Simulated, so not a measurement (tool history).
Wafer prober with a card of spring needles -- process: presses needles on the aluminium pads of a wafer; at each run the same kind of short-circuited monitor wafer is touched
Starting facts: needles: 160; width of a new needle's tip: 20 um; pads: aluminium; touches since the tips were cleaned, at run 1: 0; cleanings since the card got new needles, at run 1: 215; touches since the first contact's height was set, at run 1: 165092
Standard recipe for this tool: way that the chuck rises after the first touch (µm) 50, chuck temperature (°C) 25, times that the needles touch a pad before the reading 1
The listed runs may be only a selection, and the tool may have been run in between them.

run	hour	way that the chuck rises after the first touch (µm)	chuck temperature (°C)	times that the needles touch a pad before the reading	touches since the tips were cleaned	cleanings since the card got new needles	touches since the first contact's height was set	resistance of one needle with its contact and lead (mohm)	way that a needle slides on the pad (µm)
1	0	50	25	1	0	215	165092	239	13.41
# hour 8.1: tips cleaned on abrasive film
# hour 12.4: height of the first contact set anew
# hour 18.5: tips cleaned on abrasive film
# hour 26.6: tips cleaned on abrasive film
# hour 36.6: tips cleaned on abrasive film
2	39.9	50	25	1	1473	219	12153	241	13.51
# hour 46: tips cleaned on abrasive film
# hour 54.1: tips cleaned on abrasive film
# hour 64.2: tips cleaned on abrasive film
# hour 72.3: tips cleaned on abrasive film
3	76.2	50	25	1	1728	223	28120	237	13.46
# hour 82.3: tips cleaned on abrasive film
# hour 90.4: tips cleaned on abrasive film
# hour 98.4: tips cleaned on abrasive film
# hour 108.5: tips cleaned on abrasive film
# hour 116.6: tips cleaned on abrasive film
4	124.5	50	25	1	3523	228	49441	241	13.5
# hour 126.6: tips cleaned on abrasive film
# hour 134.7: tips cleaned on abrasive film
# hour 144.8: tips cleaned on abrasive film
# hour 154.9: tips cleaned on abrasive film
# hour 164.9: tips cleaned on abrasive film
5	169.4	50	25	1	1970	233	69209	236	13.53
# hour 173.5: tips cleaned on abrasive film
# hour 181.5: tips cleaned on abrasive film
# hour 191.6: tips cleaned on abrasive film
# hour 199.7: tips cleaned on abrasive film
# hour 207.9: tips cleaned on abrasive film
6	207.9	50	25	2	0	238	86145	238	13.37
# hour 217.9: tips cleaned on abrasive film
# hour 226: tips cleaned on abrasive film
7	234	50	25	2	3555	240	97695	240	13.42
# hour 236.1: tips cleaned on abrasive film
# hour 244.2: tips cleaned on abrasive film
# hour 252.3: tips cleaned on abrasive film
# hour 262.3: tips cleaned on abrasive film
8	270	50	25	2	3412	244	113567	240	13.48
# hour 272.1: tips cleaned on abrasive film
# hour 280.2: tips cleaned on abrasive film
# hour 288.3: tips cleaned on abrasive film
# hour 296.4: tips cleaned on abrasive film
# hour 304.4: tips cleaned on abrasive film
9	307.7	50	25	2	1442	249	130138	237	13.35
# hour 313.8: tips cleaned on abrasive film
# hour 323.9: tips cleaned on abrasive film
# hour 331.9: tips cleaned on abrasive film
# hour 342: tips cleaned on abrasive film
# hour 352.1: tips cleaned on abrasive film
10	354.7	50	25	2	1148	254	150865	237	13.3
# hour 360.8: tips cleaned on abrasive film
# hour 370.9: tips cleaned on abrasive film
# hour 380.9: tips cleaned on abrasive film
# hour 391: tips cleaned on abrasive film
11	396.6	50	25	2	2488	258	169372	239	13.57
# hour 398.9: height of the first contact set anew
# hour 401: tips cleaned on abrasive film
# hour 409.1: tips cleaned on abrasive film
# hour 419.2: tips cleaned on abrasive film
12	425.1	50	63	1	2658	261	11557	252	13.52
# hour 429.2: tips cleaned on abrasive film
# hour 437.3: tips cleaned on abrasive film
# hour 445.4: tips cleaned on abrasive film
# hour 453.5: tips cleaned on abrasive film
# hour 463.6: tips cleaned on abrasive film
13	464.2	50	63	1	289	266	28754	257	13.47
# hour 472.3: tips cleaned on abrasive film
# hour 480.4: tips cleaned on abrasive film
# hour 490.5: tips cleaned on abrasive film
# hour 498.6: tips cleaned on abrasive film
# hour 507.8: tips cleaned on abrasive film
14	507.8	50	25	2	0	271	47933	240	13.36
# hour 517.8: tips cleaned on abrasive film
# hour 527.9: tips cleaned on abrasive film
# hour 538: tips cleaned on abrasive film
15	545.7	50	83	2	3432	274	64714	259	13.46
# hour 547.8: tips cleaned on abrasive film
# hour 557.9: tips cleaned on abrasive film
# hour 566: tips cleaned on abrasive film
# hour 574.1: tips cleaned on abrasive film
16	579.9	58	25	2	2602	278	79776	240	15.48
# hour 584: tips cleaned on abrasive film
# hour 592.1: tips cleaned on abrasive film
# hour 600.2: tips cleaned on abrasive film
# hour 610.3: tips cleaned on abrasive film
# hour 618.3: tips cleaned on abrasive film
17	624.4	50	31	1	2687	283	99372	244	13.45
# hour 626.5: tips cleaned on abrasive film
# hour 634.6: tips cleaned on abrasive film
# hour 642.7: tips cleaned on abrasive film
18	650	50	31	1	3273	286	110659	239	13.38
# hour 652.1: tips cleaned on abrasive film
# hour 660.2: tips cleaned on abrasive film
# hour 670.3: tips cleaned on abrasive film
19	673.9	65	118	1	1604	289	121163	258	17.38
# hour 680: tips cleaned on abrasive film
# hour 688: tips cleaned on abrasive film
# hour 696.1: tips cleaned on abrasive film
# hour 706.2: tips cleaned on abrasive film
# hour 714.3: tips cleaned on abrasive film
# hour 722.4: tips cleaned on abrasive film
20	724.3	65	50	2	867	295	143389	241	17.48
# hour 732.4: tips cleaned on abrasive film
# hour 740.5: tips cleaned on abrasive film
# hour 749.8: tips cleaned on abrasive film
21	749.8	39	50	2	0	298	154607	256	10.52
# hour 757.9: tips cleaned on abrasive film
# hour 768: tips cleaned on abrasive film
# hour 778.1: tips cleaned on abrasive film
# hour 786.3: height of the first contact set anew
# hour 788.4: tips cleaned on abrasive film
22	792.1	39	50	2	1616	302	2507	251	10.41
# hour 798.2: tips cleaned on abrasive film
# hour 808.2: tips cleaned on abrasive film
# hour 816.4: tips cleaned on abrasive film
23	816.4	65	78	1	0	305	13205	251	17.43
# hour 826.4: tips cleaned on abrasive film
# hour 834.5: tips cleaned on abrasive film
# hour 842.5: tips cleaned on abrasive film
24	843	65	92	1	205	308	24940	251	17.51

Forecast each of these 5 alternatives for the next run:
# hour 851.1: tips cleaned on abrasive film
# hour 859.2: tips cleaned on abrasive film
# hour 867.3: tips cleaned on abrasive film
# hour 877.1: tips cleaned on abrasive film
A	877.1	33	122	1	0	312	39971	?	?
# hour 851.1: tips cleaned on abrasive film
# hour 859.2: tips cleaned on abrasive film
# hour 867.3: tips cleaned on abrasive film
# hour 877.1: tips cleaned on abrasive film
B	877.1	41	116	1	0	312	39971	?	?
# hour 851.1: tips cleaned on abrasive film
# hour 859.2: tips cleaned on abrasive film
# hour 867.3: tips cleaned on abrasive film
# hour 877.1: tips cleaned on abrasive film
C	877.1	50	110	2	0	312	39971	?	?
# hour 851.1: tips cleaned on abrasive film
# hour 859.2: tips cleaned on abrasive film
# hour 867.3: tips cleaned on abrasive film
# hour 877.1: tips cleaned on abrasive film
D	877.1	65	79	2	0	312	39971	?	?
# hour 851.1: tips cleaned on abrasive film
# hour 859.2: tips cleaned on abrasive film
# hour 867.3: tips cleaned on abrasive film
# hour 877.1: tips cleaned on abrasive film
E	877.1	59	30	1	0	312	39971	?	?

run	resistance of one needle with its contact and lead (mohm)	way that a needle slides on the pad (µm)
A	278	8.86
B	269	11.03
C	268	13.45
D	250	17.54
E	239	15.74
Take away the tool's hidden state, keep each run's random variation, and the runs would have read:
run	resistance of one needle with its contact and lead (mohm)	way that a needle slides on the pad (µm)
A	278	8.86
B	269	11.03
C	268	13.45
D	250	17.54
E	239	15.74
